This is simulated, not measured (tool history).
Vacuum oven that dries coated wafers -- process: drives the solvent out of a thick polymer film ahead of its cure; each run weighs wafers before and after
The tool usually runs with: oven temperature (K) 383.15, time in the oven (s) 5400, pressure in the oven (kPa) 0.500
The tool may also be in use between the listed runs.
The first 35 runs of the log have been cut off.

| run | day | oven temperature (K) | time in the oven (s) | pressure in the oven (kPa) | hours of work since the thermocouples were calibrated | hours of work since the vacuum gauge was cleaned of residue | solvent left in the film (%) |
|---|---|---|---|---|---|---|---|
| 36 | 15.325 | 383.15 | 5400 | 0.662 | 1086 | 237 | 0.87 |
| 37 | 15.892 | 381.15 | 8280 | 0.938 | 1092 | 244 | 0.61 |
| 38 | 16.438 | 397.15 | 5940 | 0.938 | 1099 | 250 | 0.26 |
| 39 | 16.767 | 397.15 | 5940 | 1.511 | 1103 | 254 | 0.40 |
| 40 | 17.146 | 382.15 | 5940 | 1.511 | 1107 | 259 | 1.16 |
| 41 | 17.521 | 382.15 | 5940 | 1.511 | 1112 | 263 | 1.16 |
| 42 | 18.104 | 382.15 | 5940 | 1.511 | 1118 | 270 | 1.15 |
| 43 | 18.404 | 387.15 | 5880 | 1.333 | 1122 | 273 | 0.70 |
| 44 | 18.779 | 370.15 | 3120 | 0.500 | 1126 | 278 | 4.87 |
| 45 | 19.333 | 389.15 | 3900 | 0.263 | 1133 | 284 | 0.77 |
| 46 | 19.862 | 383.15 | 4320 | 0.579 | 1139 | 290 | 1.34 |

Alternative continuations, all from the tool just after run 46; predict every row:
| A | 20.275 | 383.15 | 4320 | 1.739 | 1144 | 295 | ? |
| B | 20.275 | 395.15 | 3840 | 0.398 | 1144 | 295 | ? |
| C | 20.275 | 387.15 | 8640 | 0.266 | 1144 | 295 | ? |
| D | 20.275 | 375.15 | 2760 | 0.473 | 1144 | 295 | ? |
| E | 20.275 | 383.15 | 5400 | 0.581 | 1144 | 295 | ? |

| run | solvent left in the film (%) |
|---|---|
| A | 1.76 |
| B | 0.37 |
| C | 0.13 |
| D | 4.30 |
| E | 0.86 |
What these runs would have given with no unlogged condition in the tool:
| run | solvent left in the film (%) |
|---|---|
| A | 1.77 |
| B | 0.37 |
| C | 0.13 |
| D | 4.31 |
| E | 0.86 |
